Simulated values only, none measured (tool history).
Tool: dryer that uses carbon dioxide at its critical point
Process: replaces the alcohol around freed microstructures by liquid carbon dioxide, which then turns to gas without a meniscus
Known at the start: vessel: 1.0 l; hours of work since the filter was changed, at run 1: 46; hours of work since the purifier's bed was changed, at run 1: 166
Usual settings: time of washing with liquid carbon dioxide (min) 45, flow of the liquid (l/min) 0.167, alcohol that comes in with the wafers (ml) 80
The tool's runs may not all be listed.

run	day	time of washing with liquid carbon dioxide (min)	flow of the liquid (l/min)	alcohol that comes in with the wafers (ml)	hours of work since the filter was changed	hours of work since the purifier's bed was changed	alcohol left in the vessel before it's heated (ppm by volume)
1	0.000	45	0.167	80	46	166	324
2	0.921	45	0.167	80	55	175	337
3	1.621	45	0.167	80	62	182	349
4	2.912	45	0.167	80	75	195	366
5	4.383	45	0.167	80	90	210	377
6	5.712	45	0.281	80	104	224	48
7	6.779	48	0.141	80	114	235	706

Forecast run 8:
8	8.125	44	0.110	81	128	248	?

Run 8 gave alcohol left in the vessel before it's heated (ppm by volume) 2819.
Without the tool's hidden state the same run would have given alcohol left in the vessel before it's heated (ppm by volume) 2090.
